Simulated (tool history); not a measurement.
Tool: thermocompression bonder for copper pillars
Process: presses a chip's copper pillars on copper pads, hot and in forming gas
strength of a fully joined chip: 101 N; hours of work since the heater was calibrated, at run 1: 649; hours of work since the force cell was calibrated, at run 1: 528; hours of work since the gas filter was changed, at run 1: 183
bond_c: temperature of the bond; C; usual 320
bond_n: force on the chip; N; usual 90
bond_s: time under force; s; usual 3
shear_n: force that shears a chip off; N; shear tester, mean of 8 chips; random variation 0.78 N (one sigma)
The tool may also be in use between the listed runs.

| run | day | bond_c | bond_n | bond_s | hours of work since the heater was calibrated | hours of work since the force cell was calibrated | hours of work since the gas filter was changed | shear_n |
|---|---|---|---|---|---|---|---|---|
| 1 | 0.000 | 320 | 90 | 3 | 649 | 528 | 183 | 54.9 |
| 2 | 0.829 | 320 | 90 | 3 | 662 | 541 | 196 | 54.9 |
| 3 | 1.450 | 320 | 90 | 3 | 672 | 551 | 206 | 54.0 |
| 4 | 2.375 | 320 | 90 | 4 | 687 | 566 | 221 | 57.5 |
| 5 | 2.954 | 320 | 90 | 4 | 696 | 575 | 230 | 58.9 |
| 6 | 3.988 | 341 | 90 | 3 | 713 | 592 | 247 | 62.9 |
| 7 | 4.579 | 341 | 90 | 3 | 722 | 601 | 257 | 61.9 |
| 8 | 5.604 | 320 | 90 | 3 | 739 | 618 | 273 | 53.8 |
| 9 | 6.625 | 320 | 90 | 3 | 755 | 634 | 290 | 51.6 |
| 10 | 7.504 | 320 | 90 | 3 | 769 | 649 | 304 | 51.7 |
| 11 | 8.021 | 320 | 90 | 3 | 778 | 657 | 312 | 51.6 |
| 12 | 8.596 | 320 | 90 | 3 | 787 | 666 | 321 | 51.2 |
| 13 | 9.358 | 320 | 101 | 3 | 799 | 678 | 334 | 55.7 |
| 14 | 9.979 | 320 | 101 | 3 | 809 | 688 | 344 | 55.5 |
| 15 | 11.075 | 320 | 90 | 3 | 827 | 706 | 361 | 51.2 |
|  | 12.279 | heater calibrated with a thermocouple chip |
| 16 | 12.279 | 326 | 90 | 3 | 0 | 724 | 379 | 56.1 |
| 17 | 12.804 | 326 | 90 | 3 | 8 | 733 | 388 | 57.0 |
| 18 | 13.379 | 326 | 90 | 3 | 18 | 742 | 397 | 56.3 |
| 19 | 14.383 | 326 | 90 | 3 | 34 | 758 | 413 | 55.6 |
|  | 14.862 | forming gas filter changed |
| 20 | 15.321 | 320 | 90 | 3 | 49 | 773 | 7 | 58.7 |
| 21 | 15.800 | 299 | 102 | 5 | 56 | 780 | 15 | 64.0 |
| 22 | 16.854 | 299 | 102 | 5 | 73 | 797 | 32 | 62.6 |
| 23 | 17.662 | 320 | 72 | 3 | 86 | 810 | 45 | 47.8 |
|  | 17.788 | force cell calibrated |
| 24 | 18.425 | 320 | 72 | 3 | 98 | 10 | 56 | 47.3 |
| 25 | 19.125 | 330 | 122 | 2 | 109 | 22 | 68 | 70.1 |
|  | 19.454 | force cell calibrated, once more |
| 26 | 19.700 | 320 | 90 | 2 | 117 | 4 | 76 | 50.5 |
| 27 | 20.308 | 320 | 90 | 2 | 127 | 14 | 86 | 50.6 |
| 28 | 21.271 | 320 | 90 | 2 | 142 | 29 | 101 | 50.3 |
| 29 | 22.092 | 320 | 90 | 2 | 156 | 42 | 114 | 51.1 |
| 30 | 23.167 | 327 | 90 | 3 | 173 | 60 | 132 | 60.3 |
| 31 | 23.708 | 327 | 90 | 3 | 182 | 69 | 140 | 60.0 |
| 32 | 24.825 | 299 | 63 | 3 | 200 | 86 | 158 | 33.2 |
| 33 | 25.621 | 314 | 127 | 2 | 212 | 99 | 171 | 61.3 |
| 34 | 26.396 | 314 | 127 | 2 | 225 | 112 | 184 | 61.7 |
| 35 | 27.346 | 314 | 127 | 2 | 240 | 127 | 199 | 61.6 |
| 36 | 28.029 | 317 | 90 | 3 | 251 | 138 | 210 | 55.3 |
| 37 | 28.688 | 324 | 80 | 2 | 262 | 149 | 221 | 45.3 |
| 38 | 29.588 | 333 | 95 | 2 | 276 | 163 | 235 | 56.2 |
| 39 | 30.096 | 314 | 129 | 4 | 285 | 171 | 243 | 71.9 |
| 40 | 30.867 | 314 | 129 | 4 | 297 | 184 | 256 | 71.9 |

4 ways to go on from here, each from the tool as it stands after run 40. What would each give?
| A | 31.358 | 320 | 134 | 3 | 305 | 192 | 264 | ? |
| B | 31.358 | 320 | 96 | 3 | 305 | 192 | 264 | ? |
| C | 31.358 | 343 | 81 | 2 | 305 | 192 | 264 | ? |
| D | 31.358 | 314 | 58 | 4 | 305 | 192 | 264 | ? |

| run | shear_n |
|---|---|
| A | 71.7 |
| B | 57.8 |
| C | 54.5 |
| D | 39.0 |
Without the tool's hidden state the same runs would have given:
| run | shear_n |
|---|---|
| A | 78.1 |
| B | 63.3 |
| C | 59.5 |
| D | 42.8 |
